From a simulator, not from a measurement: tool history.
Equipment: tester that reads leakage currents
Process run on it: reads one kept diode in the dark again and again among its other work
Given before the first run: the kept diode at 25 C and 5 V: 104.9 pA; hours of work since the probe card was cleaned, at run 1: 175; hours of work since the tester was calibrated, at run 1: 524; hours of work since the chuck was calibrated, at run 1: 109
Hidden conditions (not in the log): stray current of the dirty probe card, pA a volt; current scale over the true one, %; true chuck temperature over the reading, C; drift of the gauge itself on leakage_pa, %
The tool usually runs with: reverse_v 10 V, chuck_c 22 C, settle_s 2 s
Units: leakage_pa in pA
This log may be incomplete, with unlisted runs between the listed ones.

run,hour,reverse_v,chuck_c,settle_s,hours of work since the probe card was cleaned,hours of work since the tester was calibrated,hours of work since the chuck was calibrated,leakage_pa
1,0,10,22,2,175,524,109,99.66
2,85.8,10,22,2,218,567,153,98.93
3,164.5,10,22,2,258,606,192,98.61
4,240.5,10.5,22,2,296,644,230,100.01
5,286.4,10,22,2,319,668,253,98.95
6,354.2,10,27,2,353,702,287,156.66
7,448.4,10,27,2,400,749,335,156.22
8,550.8,10,27,2,452,800,386,155.45
9,650.5,10,27,2,502,851,436,154.71
10,751.2,10,36,8.04,552,901,487,344.25
11,813.5,7.3,36,3.03,584,933,518,311.06
12,861.9,10.6,23,0.8,608,957,543,110.39
13,956.7,12.5,52,0.67,656,1005,590,1392.66
14,1029.8,4.5,57,1.21,693,1041,627,1512.97
15,1122.8,4.5,57,1.21,739,1088,674,1514.18
16,1169.7,3.6,41,2,763,1112,697,382.3
17,1256.8,3.6,41,2,807,1155,741,380.47

Below are 4 alternative next runs, each starting from the tool's condition after run 17. Predict each:
A,1334.7,3,39,2.79,846,1195,780,?
B,1334.7,1.4,47,0.3,846,1195,780,?
C,1334.7,4.4,60,0.36,846,1195,780,?
D,1334.7,6,54,2,846,1195,780,?

run,leakage_pa
A,303.43
B,473.36
C,1881.32
D,1281.74
Without the tool's hidden state the same runs would have given:
run,leakage_pa
A,320.31
B,499.03
C,1974.45
D,1347.24

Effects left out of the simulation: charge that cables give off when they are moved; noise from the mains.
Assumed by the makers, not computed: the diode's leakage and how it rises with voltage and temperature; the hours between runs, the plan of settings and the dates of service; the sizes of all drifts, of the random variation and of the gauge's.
